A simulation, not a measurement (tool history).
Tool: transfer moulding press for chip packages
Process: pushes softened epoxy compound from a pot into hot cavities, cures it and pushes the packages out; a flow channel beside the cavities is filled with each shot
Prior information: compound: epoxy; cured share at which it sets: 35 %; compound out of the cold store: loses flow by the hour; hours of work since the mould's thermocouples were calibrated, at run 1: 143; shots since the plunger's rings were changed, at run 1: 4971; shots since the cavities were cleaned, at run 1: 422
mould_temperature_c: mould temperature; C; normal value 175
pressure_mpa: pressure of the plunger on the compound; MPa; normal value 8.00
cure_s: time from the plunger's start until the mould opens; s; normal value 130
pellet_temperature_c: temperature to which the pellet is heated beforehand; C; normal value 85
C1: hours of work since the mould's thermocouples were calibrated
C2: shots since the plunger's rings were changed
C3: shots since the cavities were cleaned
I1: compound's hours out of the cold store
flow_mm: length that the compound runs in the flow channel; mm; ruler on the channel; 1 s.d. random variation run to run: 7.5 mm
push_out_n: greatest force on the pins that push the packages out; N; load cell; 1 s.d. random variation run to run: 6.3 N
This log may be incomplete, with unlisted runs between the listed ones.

{"run": 1, "day": 0.0, "mould_temperature_c": 175, "pressure_mpa": 8.0, "cure_s": 130, "pellet_temperature_c": 85, "C1": 143, "C2": 4971, "C3": 422, "I1": 30.4, "flow_mm": 847, "push_out_n": 370}
{"run": 2, "day": 1.296, "mould_temperature_c": 175, "pressure_mpa": 8.0, "cure_s": 130, "pellet_temperature_c": 85, "C1": 164, "C2": 5280, "C3": 731, "I1": 45.9, "flow_mm": 791, "push_out_n": 437}
{"run": 3, "day": 2.583, "mould_temperature_c": 175, "pressure_mpa": 8.0, "cure_s": 130, "pellet_temperature_c": 85, "C1": 186, "C2": 5586, "C3": 1037, "I1": 35.3, "flow_mm": 825, "push_out_n": 458}
{"day": 2.8, "done": "cavities cleaned with cleaning compound and waxed"}
{"run": 4, "day": 3.946, "mould_temperature_c": 175, "pressure_mpa": 8.0, "cure_s": 130, "pellet_temperature_c": 85, "C1": 208, "C2": 5896, "C3": 273, "I1": 8.3, "flow_mm": 876, "push_out_n": 350}
{"day": 4.925, "done": "plunger's sealing rings changed"}
{"run": 5, "day": 5.817, "mould_temperature_c": 175, "pressure_mpa": 8.0, "cure_s": 130, "pellet_temperature_c": 85, "C1": 237, "C2": 213, "C3": 694, "I1": 23.3, "flow_mm": 903, "push_out_n": 454}
{"run": 6, "day": 7.129, "mould_temperature_c": 175, "pressure_mpa": 6.85, "cure_s": 130, "pellet_temperature_c": 85, "C1": 259, "C2": 526, "C3": 1007, "I1": 22.5, "flow_mm": 828, "push_out_n": 481}
{"day": 7.567, "done": "cavities cleaned with cleaning compound and waxed"}
{"run": 7, "day": 9.071, "mould_temperature_c": 175, "pressure_mpa": 6.85, "cure_s": 130, "pellet_temperature_c": 85, "C1": 291, "C2": 972, "C3": 358, "I1": 12.6, "flow_mm": 854, "push_out_n": 392}
{"run": 8, "day": 11.742, "mould_temperature_c": 175, "pressure_mpa": 8.0, "cure_s": 130, "pellet_temperature_c": 85, "C1": 335, "C2": 1609, "C3": 995, "I1": 45.3, "flow_mm": 850, "push_out_n": 458}
{"day": 12.329, "done": "cavities cleaned with cleaning compound and waxed"}
{"run": 9, "day": 13.371, "mould_temperature_c": 175, "pressure_mpa": 8.0, "cure_s": 130, "pellet_temperature_c": 85, "C1": 362, "C2": 1982, "C3": 248, "I1": 28.8, "flow_mm": 859, "push_out_n": 355}
{"day": 14.575, "done": "mould's thermocouples calibrated"}
{"run": 10, "day": 15.654, "mould_temperature_c": 175, "pressure_mpa": 8.0, "cure_s": 130, "pellet_temperature_c": 85, "C1": 18, "C2": 2506, "C3": 772, "I1": 41.1, "flow_mm": 837, "push_out_n": 453}
{"day": 17.096, "done": "cavities cleaned with cleaning compound and waxed"}
{"run": 11, "day": 18.571, "mould_temperature_c": 175, "pressure_mpa": 8.0, "cure_s": 130, "pellet_temperature_c": 85, "C1": 66, "C2": 3186, "C3": 351, "I1": 39.3, "flow_mm": 832, "push_out_n": 401}
{"day": 21.721, "done": "cavities cleaned with cleaning compound and waxed"}
{"run": 12, "day": 21.721, "mould_temperature_c": 175, "pressure_mpa": 8.0, "cure_s": 130, "pellet_temperature_c": 85, "C1": 118, "C2": 3921, "C3": 0, "I1": 13.5, "flow_mm": 887, "push_out_n": 261}
{"run": 13, "day": 24.65, "mould_temperature_c": 177, "pressure_mpa": 8.0, "cure_s": 130, "pellet_temperature_c": 85, "C1": 167, "C2": 4618, "C3": 697, "I1": 26.7, "flow_mm": 839, "push_out_n": 414}
{"day": 26.296, "done": "cavities cleaned with cleaning compound and waxed"}
{"run": 14, "day": 26.383, "mould_temperature_c": 177, "pressure_mpa": 8.0, "cure_s": 130, "pellet_temperature_c": 85, "C1": 195, "C2": 5017, "C3": 22, "I1": 39.6, "flow_mm": 810, "push_out_n": 246}
{"run": 15, "day": 27.779, "mould_temperature_c": 177, "pressure_mpa": 8.0, "cure_s": 130, "pellet_temperature_c": 85, "C1": 218, "C2": 5349, "C3": 354, "I1": 11.6, "flow_mm": 871, "push_out_n": 371}
{"run": 16, "day": 29.554, "mould_temperature_c": 177, "pressure_mpa": 8.0, "cure_s": 130, "pellet_temperature_c": 85, "C1": 248, "C2": 5772, "C3": 777, "I1": 12.6, "flow_mm": 861, "push_out_n": 445}
{"day": 31.146, "done": "plunger's sealing rings changed"}
{"day": 31.208, "done": "cavities cleaned with cleaning compound and waxed"}
{"run": 17, "day": 31.717, "mould_temperature_c": 177, "pressure_mpa": 8.0, "cure_s": 130, "pellet_temperature_c": 85, "C1": 281, "C2": 120, "C3": 120, "I1": 12.0, "flow_mm": 925, "push_out_n": 290}
{"run": 18, "day": 34.446, "mould_temperature_c": 177, "pressure_mpa": 8.0, "cure_s": 130, "pellet_temperature_c": 85, "C1": 327, "C2": 771, "C3": 771, "I1": 47.0, "flow_mm": 821, "push_out_n": 417}
{"day": 35.804, "done": "cavities cleaned with cleaning compound and waxed"}
{"run": 19, "day": 36.096, "mould_temperature_c": 168, "pressure_mpa": 8.0, "cure_s": 167, "pellet_temperature_c": 85, "C1": 353, "C2": 1149, "C3": 70, "I1": 20.0, "flow_mm": 923, "push_out_n": 291}
{"day": 37.821, "done": "mould's thermocouples calibrated"}
{"run": 20, "day": 38.833, "mould_temperature_c": 177, "pressure_mpa": 8.81, "cure_s": 129, "pellet_temperature_c": 86, "C1": 17, "C2": 1781, "C3": 702, "I1": 8.6, "flow_mm": 949, "push_out_n": 452}
{"run": 21, "day": 40.196, "mould_temperature_c": 177, "pressure_mpa": 8.81, "cure_s": 129, "pellet_temperature_c": 86, "C1": 40, "C2": 2105, "C3": 1026, "I1": 42.3, "flow_mm": 889, "push_out_n": 453}
{"day": 40.642, "done": "cavities cleaned with cleaning compound and waxed"}
{"run": 22, "day": 42.75, "mould_temperature_c": 183, "pressure_mpa": 8.5, "cure_s": 116, "pellet_temperature_c": 75, "C1": 81, "C2": 2699, "C3": 502, "I1": 45.7, "flow_mm": 827, "push_out_n": 387}
{"run": 23, "day": 44.258, "mould_temperature_c": 183, "pressure_mpa": 8.5, "cure_s": 116, "pellet_temperature_c": 75, "C1": 107, "C2": 3058, "C3": 861, "I1": 12.5, "flow_mm": 899, "push_out_n": 423}
{"day": 45.25, "done": "cavities cleaned with cleaning compound and waxed"}
{"run": 24, "day": 45.667, "mould_temperature_c": 183, "pressure_mpa": 8.5, "cure_s": 116, "pellet_temperature_c": 75, "C1": 129, "C2": 3378, "C3": 99, "I1": 41.4, "flow_mm": 824, "push_out_n": 256}
{"run": 25, "day": 47.033, "mould_temperature_c": 175, "pressure_mpa": 6.24, "cure_s": 130, "pellet_temperature_c": 94, "C1": 152, "C2": 3703, "C3": 424, "I1": 37.7, "flow_mm": 732, "push_out_n": 408}
{"day": 49.825, "done": "cavities cleaned with cleaning compound and waxed"}
{"run": 26, "day": 50.238, "mould_temperature_c": 175, "pressure_mpa": 6.24, "cure_s": 130, "pellet_temperature_c": 94, "C1": 205, "C2": 4452, "C3": 98, "I1": 15.2, "flow_mm": 774, "push_out_n": 326}
{"run": 27, "day": 52.467, "mould_temperature_c": 176, "pressure_mpa": 6.24, "cure_s": 130, "pellet_temperature_c": 94, "C1": 242, "C2": 4983, "C3": 629, "I1": 39.5, "flow_mm": 717, "push_out_n": 419}

Hidden state at the last listed run before each entry between runs and at the first one after, where it differs:
In the gap between runs 3 and 4: cavities cleaned with cleaning compound and waxed (day 2.800)
  true mould temperature over the reading, C: 0.66 -> 0.7; pressure that reaches the compound, % of what is set: 88.83 -> 88.24; grip of the stained cavities, % over clean ones': 95.4 -> 50.9
  what was measured, less what the result would be without the hidden state, flow_mm: -53 -> -60 mm; push_out_n: +219 -> +114 N
In the gap between runs 4 and 5: plunger's sealing rings changed (day 4.925)
  true mould temperature over the reading, C: 0.7 -> 0.76; pressure that reaches the compound, % of what is set: 88.24 -> 99.53; grip of the stained cavities, % over clean ones': 50.9 -> 87.5
  what was measured, less what the result would be without the hidden state, flow_mm: -60 -> -6 mm; push_out_n: +114 -> +204 N
In the gap between runs 6 and 7: cavities cleaned with cleaning compound and waxed (day 7.567)
  true mould temperature over the reading, C: 0.8 -> 0.86; pressure that reaches the compound, % of what is set: 98.85 -> 97.92; grip of the stained cavities, % over clean ones': 96.7 -> 65.3
  what was measured, less what the result would be without the hidden state, flow_mm: -8 -> -13 mm; push_out_n: +227 -> +151 N
In the gap between runs 8 and 9: cavities cleaned with cleaning compound and waxed (day 12.329)
  true mould temperature over the reading, C: 0.95 -> 1; pressure that reaches the compound, % of what is set: 96.63 -> 95.95; grip of the stained cavities, % over clean ones': 96 -> 50.7
  what was measured, less what the result would be without the hidden state, flow_mm: -19 -> -21 mm; push_out_n: +220 -> +110 N
In the gap between runs 9 and 10: mould's thermocouples calibrated (day 14.575)
  true mould temperature over the reading, C: 1 -> 0.05; pressure that reaches the compound, % of what is set: 95.95 -> 95.03; grip of the stained cavities, % over clean ones': 50.7 -> 90.1
  what was measured, less what the result would be without the hidden state, flow_mm: -21 -> -22 mm; push_out_n: +110 -> +215 N
In the gap between runs 10 and 11: cavities cleaned with cleaning compound and waxed (day 17.096)
  true mould temperature over the reading, C: 0.05 -> 0.15; pressure that reaches the compound, % of what is set: 95.03 -> 93.71; grip of the stained cavities, % over clean ones': 90.1 -> 62.3
  what was measured, less what the result would be without the hidden state, flow_mm: -22 -> -28 mm; push_out_n: +215 -> +152 N
In the gap between runs 11 and 12: cavities cleaned with cleaning compound and waxed (day 21.721)
  true mould temperature over the reading, C: 0.15 -> 0.25; pressure that reaches the compound, % of what is set: 93.71 -> 92.25; grip of the stained cavities, % over clean ones': 62.3 -> 2.2
  what was measured, less what the result would be without the hidden state, flow_mm: -28 -> -38 mm; push_out_n: +152 -> +3 N
In the gap between runs 13 and 14: cavities cleaned with cleaning compound and waxed (day 26.296)
  true mould temperature over the reading, C: 0.34 -> 0.39; pressure that reaches the compound, % of what is set: 90.92 -> 90.17; grip of the stained cavities, % over clean ones': 87.1 -> 8.3
  what was measured, less what the result would be without the hidden state, flow_mm: -42 -> -45 mm; push_out_n: +190 -> +17 N
In the gap between runs 16 and 17: plunger's sealing rings changed (day 31.146); cavities cleaned with cleaning compound and waxed (day 31.208)
  true mould temperature over the reading, C: 0.5 -> 0.55; pressure that reaches the compound, % of what is set: 88.73 -> 99.61; grip of the stained cavities, % over clean ones': 91.8 -> 31
  what was measured, less what the result would be without the hidden state, flow_mm: -56 -> -4 mm; push_out_n: +211 -> +67 N
In the gap between runs 18 and 19: cavities cleaned with cleaning compound and waxed (day 35.804)
  true mould temperature over the reading, C: 0.65 -> 0.7; pressure that reaches the compound, % of what is set: 98.29 -> 97.53; grip of the stained cavities, % over clean ones': 89.7 -> 19.8
  what was measured, less what the result would be without the hidden state, flow_mm: -10 -> -15 mm; push_out_n: +194 -> +40 N
In the gap between runs 19 and 20: mould's thermocouples calibrated (day 37.821)
  true mould temperature over the reading, C: 0.7 -> -0.34; pressure that reaches the compound, % of what is set: 97.53 -> 96.14; grip of the stained cavities, % over clean ones': 19.8 -> 87.3
  what was measured, less what the result would be without the hidden state, flow_mm: -15 -> -18 mm; push_out_n: +40 -> +213 N
In the gap between runs 21 and 22: cavities cleaned with cleaning compound and waxed (day 40.642)
  true mould temperature over the reading, C: -0.3 -> -0.21; pressure that reaches the compound, % of what is set: 95.59 -> 94.39; grip of the stained cavities, % over clean ones': 96.6 -> 77
  what was measured, less what the result would be without the hidden state, flow_mm: -19 -> -23 mm; push_out_n: +221 -> +168 N
In the gap between runs 23 and 24: cavities cleaned with cleaning compound and waxed (day 45.250)
  true mould temperature over the reading, C: -0.16 -> -0.12; pressure that reaches the compound, % of what is set: 93.62 -> 93.1; grip of the stained cavities, % over clean ones': 93.2 -> 21.4
  what was measured, less what the result would be without the hidden state, flow_mm: -30 -> -30 mm; push_out_n: +205 -> +47 N
In the gap between runs 25 and 26: cavities cleaned with cleaning compound and waxed (day 49.825)
  true mould temperature over the reading, C: -0.08 -> 0.02; pressure that reaches the compound, % of what is set: 92.51 -> 91.06; grip of the stained cavities, % over clean ones': 68.2 -> 28.3
  what was measured, less what the result would be without the hidden state, flow_mm: -29 -> -38 mm; push_out_n: +165 -> +70 N
